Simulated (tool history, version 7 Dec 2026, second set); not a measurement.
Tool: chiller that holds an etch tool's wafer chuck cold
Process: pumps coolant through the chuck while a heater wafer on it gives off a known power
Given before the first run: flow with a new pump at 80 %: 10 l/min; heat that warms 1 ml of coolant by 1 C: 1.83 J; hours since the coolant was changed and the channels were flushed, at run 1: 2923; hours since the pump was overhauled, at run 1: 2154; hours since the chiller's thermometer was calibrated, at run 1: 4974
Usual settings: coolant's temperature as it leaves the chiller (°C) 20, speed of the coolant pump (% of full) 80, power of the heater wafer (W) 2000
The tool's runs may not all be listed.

run    hour  coolant's temperature as it leaves the chiller (°C)  speed of the coolant pump (% of full)  power of the heater wafer (W)  hours since the coolant was changed and the channels were flushed  hours since the pump was overhauled  hours since the chiller's thermometer was calibrated  chuck's temperature once it has settled (°C)  how much warmer the coolant comes back (C)
  1     0.0                                                   20                                     80                           2000                                                               2923                                 2154                                                  4974                                          37.0                                        6.83
  2    67.8                                                   20                                     80                           2388                                                               2991                                 2222                                                  5042                                          40.3                                        8.17
  3   141.8                                                   20                                     80                           2000                                                               3065                                 2296                                                  5116                                          37.0                                        6.81
  4   220.2                                                   20                                     80                           2000                                                               3143                                 2374                                                  5194                                          37.0                                        6.84
  5   268.6                                                   20                                     80                           2077                                                               3192                                 2422                                                  5243                                          37.7                                        7.12
  6   360.5                                                   20                                     80                           2077                                                               3284                                 2514                                                  5335                                          37.8                                        7.11
  7   430.8                                                   20                                     80                           1507                                                               3354                                 2585                                                  5405                                          32.8                                        5.24
  8   521.2                                                   20                                     80                           1507                                                               3444                                 2675                                                  5495                                          32.9                                        5.15
  9   561.7                                                   20                                     80                           2000                                                               3485                                 2716                                                  5536                                          37.1                                        6.92
 10   633.8                                                   20                                     80                           2000                                                               3557                                 2788                                                  5608                                          37.2                                        6.92
      672.0  -- chiller's thermometer calibrated
 11   710.5                                                   20                                     80                           1102                                                               3633                                 2863                                                    39                                          29.8                                        3.79
 12   798.3                                                   20                                     80                           1102                                                               3720                                 2951                                                   126                                          29.6                                        3.74
 13   879.9                                                   20                                     80                           1102                                                               3802                                 3033                                                   208                                          29.8                                        3.77
 14   935.7                                                   13                                     80                           2000                                                               3858                                 3089                                                   264                                          30.9                                        6.88
 15   997.6                                                   13                                     80                           2000                                                               3920                                 3150                                                   326                                          30.8                                        6.95
 16  1061.9                                                   13                                     80                           2000                                                               3984                                 3215                                                   390                                          30.8                                        6.85
 17  1132.0                                                   13                                     80                           2000                                                               4054                                 3285                                                   460                                          30.8                                        6.93
 18  1205.6                                                   13                                     80                           2000                                                               4128                                 3358                                                   534                                          30.8                                        6.96
 19  1299.5                                                   20                                     79                           2684                                                               4222                                 3452                                                   628                                          44.1                                        9.53
 20  1357.5                                                   20                                     79                           2684                                                               4280                                 3510                                                   685                                          44.2                                        9.47
 21  1412.1                                                   12                                     62                           2052                                                               4334                                 3565                                                   740                                          33.9                                        9.24
 22  1467.2                                                   12                                     76                           1819                                                               4389                                 3620                                                   795                                          28.6                                        6.68
 23  1512.8                                                   14                                     64                           1109                                                               4435                                 3666                                                   841                                          25.6                                        4.84
 24  1553.5                                                   14                                     64                           1109                                                               4476                                 3706                                                   882                                          25.5                                        4.82
 25  1627.9                                                   14                                     64                           1109                                                               4550                                 3781                                                   956                                          25.8                                        4.84
 26  1685.8                                                   14                                     64                           1109                                                               4608                                 3839                                                  1014                                          25.7                                        4.80
 27  1737.9                                                   10                                     93                           1974                                                               4660                                 3891                                                  1066                                          26.2                                        5.97
 28  1790.3                                                   10                                     93                           1974                                                               4712                                 3943                                                  1118                                          26.1                                        5.98
 29  1834.8                                                   10                                     93                           1974                                                               4757                                 3988                                                  1163                                          26.2                                        5.95
 30  1877.1                                                   10                                     93                           1974                                                               4799                                 4030                                                  1205                                          26.2                                        6.02
 31  1920.5                                                   10                                     93                           1974                                                               4843                                 4073                                                  1249                                          26.0                                        6.03
 32  1988.6                                                   10                                     93                           1974                                                               4911                                 4141                                                  1317                                          26.3                                        5.95
 33  2083.9                                                   11                                     80                           2000                                                               5006                                 4237                                                  1412                                          29.2                                        7.12

Entry by entry between the runs, the difference in hidden state between the last listed run before and the first listed run after:
From run 10 to run 11: chiller's thermometer calibrated (hour 672.0)
  heat passed by the chuck's channels, % of clean ones': 92.9 -> 92.7; flow at a given pump speed, % of a new pump's: 95 -> 94.9; coolant's true temperature over the reading, C: -0.36 -> 0.04
  what was measured, less what the result would be without the hidden state, chuck's temperature once it has settled (°C): +1.2 -> +0.9; how much warmer the coolant comes back (C): +0.35 -> +0.19
